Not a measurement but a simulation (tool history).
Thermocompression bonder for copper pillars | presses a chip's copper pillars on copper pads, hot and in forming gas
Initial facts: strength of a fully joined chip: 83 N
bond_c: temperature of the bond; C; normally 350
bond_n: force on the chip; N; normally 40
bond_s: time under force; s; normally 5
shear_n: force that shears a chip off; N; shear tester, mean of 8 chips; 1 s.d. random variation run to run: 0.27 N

run	day	bond_c	bond_n	bond_s	shear_n
1	0.000	350	40	5	56.8
2	1.096	368	40	5	61.9
3	2.538	368	40	5	61.5
4	3.929	350	40	5	55.6
5	5.512	350	40	5	55.5
6	6.879	350	40	5	55.2
7	8.542	350	40	5	55.6
8	10.367	350	42	5	56.6
9	11.317	350	42	5	56.1
# day 12.579: forming gas filter changed
10	13.233	350	42	6	61.5
11	14.450	351	31	5	50.8
12	16.254	350	40	9	64.8
13	17.679	350	35	5	53.0
14	18.550	339	49	5	58.3
15	19.517	321	31	6	42.4
16	21.254	321	31	6	42.4
17	22.829	321	31	6	42.0
# day 23.929: force cell calibrated
18	24.062	332	41	3	40.6

For some of the steps in shear_n from one run to the next: how much would appear even if the tool had no hidden state, given the settings, what came in and random variation, and how much remains for the hidden state plus any gauge scatter that the measured result and the result without hidden state don't share?
The hidden state here: true temperature of the bond over the reading, C; force that reaches the chip, % of what is set; oxide that the forming gas leaves, % of the face; drift of the gauge itself on shear_n, %.
Run 9 -> 10: bond_s 5 -> 6, forming gas filter changed. shear_n +5.4 N: hidden state +2.2, all else +3.2.
Run 14 -> 15: bond_c 339 -> 321, bond_n 49 -> 31, bond_s 5 -> 6. shear_n -15.9 N: hidden state -0.1, all else -15.8.
